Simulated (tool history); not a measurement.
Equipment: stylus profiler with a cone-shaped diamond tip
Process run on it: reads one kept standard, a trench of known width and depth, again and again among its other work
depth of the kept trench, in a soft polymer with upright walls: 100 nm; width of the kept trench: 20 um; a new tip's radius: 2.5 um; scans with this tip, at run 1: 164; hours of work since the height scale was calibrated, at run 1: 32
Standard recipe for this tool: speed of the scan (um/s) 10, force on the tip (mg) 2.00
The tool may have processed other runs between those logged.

run     day  speed of the scan (um/s)  force on the tip (mg)  scans with this tip  hours of work since the height scale was calibrated  depth of the trench (angstrom)  width of the trench's floor (um)
  1   0.000                        10                   2.00                  164                                                   32                          1009.2                             18.53
  2   0.575                        10                   2.00                  214                                                   42                          1009.5                             18.60
  3   1.346                        10                   2.00                  283                                                   55                          1008.6                             18.52
  4   1.838                        10                   2.00                  326                                                   63                          1009.9                             18.57
  5   2.279                        10                   2.00                  366                                                   71                          1009.9                             18.56
  6   3.004                         2                   2.00                  430                                                   83                          1009.8                             18.57
  7   3.533                        10                   5.93                  477                                                   93                          1019.1                             18.57
  8   4.258                        10                   2.69                  542                                                  105                          1010.0                             18.49
  9   5.058                        10                   2.00                  612                                                  119                          1009.0                             18.52
 10   5.658                        10                   2.00                  666                                                  129                          1008.5                             18.53
 11   6.383                        10                   2.00                  730                                                  142                          1010.3                             18.58
 12   6.783                        10                   2.00                  766                                                  148                          1009.9                             18.52
 13   7.221                        22                   2.95                  804                                                  156                          1013.0                             18.52
 14   7.600                        22                   2.95                  838                                                  162                          1012.4                             18.52
 15   8.017                        22                   2.95                  875                                                  170                          1011.2                             18.49
 16   8.675                        14                   1.07                  933                                                  181                          1004.9                             18.54
 17   9.171                         2                   1.07                  977                                                  190                          1006.7                             18.55
 18   9.746                         8                   4.26                 1028                                                  199                          1015.5                             18.56
 19  10.358                         9                   4.23                 1083                                                  210                          1015.0                             18.59
 20  10.808                        27                   4.23                 1123                                                  218                          1015.5                             18.53
 21  11.283                         2                   0.86                 1165                                                  226                          1006.0                             18.50
 22  11.858                         2                   0.86                 1216                                                  236                          1005.3                             18.58
 23  12.262                        10                   1.00                 1252                                                  243                          1005.5                             18.56
 24  12.696                        10                   1.00                 1290                                                  250                          1005.5                             18.46

Here are 4 independent what-if runs from the current tool condition. What would each one return?
  A  13.471                        12                   1.81                 1359                                                  264                               ?                                 ?
  B  13.471                        27                   5.41                 1359                                                  264                               ?                                 ?
  C  13.471                        17                   2.74                 1359                                                  264                               ?                                 ?
  D  13.471                        17                   5.77                 1359                                                  264                               ?                                 ?

run  depth of the trench (angstrom)  width of the trench's floor (um)
  A                          1008.2                             18.54
  B                          1016.9                             18.43
  C                          1011.1                             18.50
  D                          1018.1                             18.54
Stripped of hidden state, with their random variation kept, the same runs would have yielded:
run  depth of the trench (angstrom)  width of the trench's floor (um)
  A                          1008.5                             18.59
  B                          1017.2                             18.48
  C                          1011.5                             18.54
  D                          1018.4                             18.59
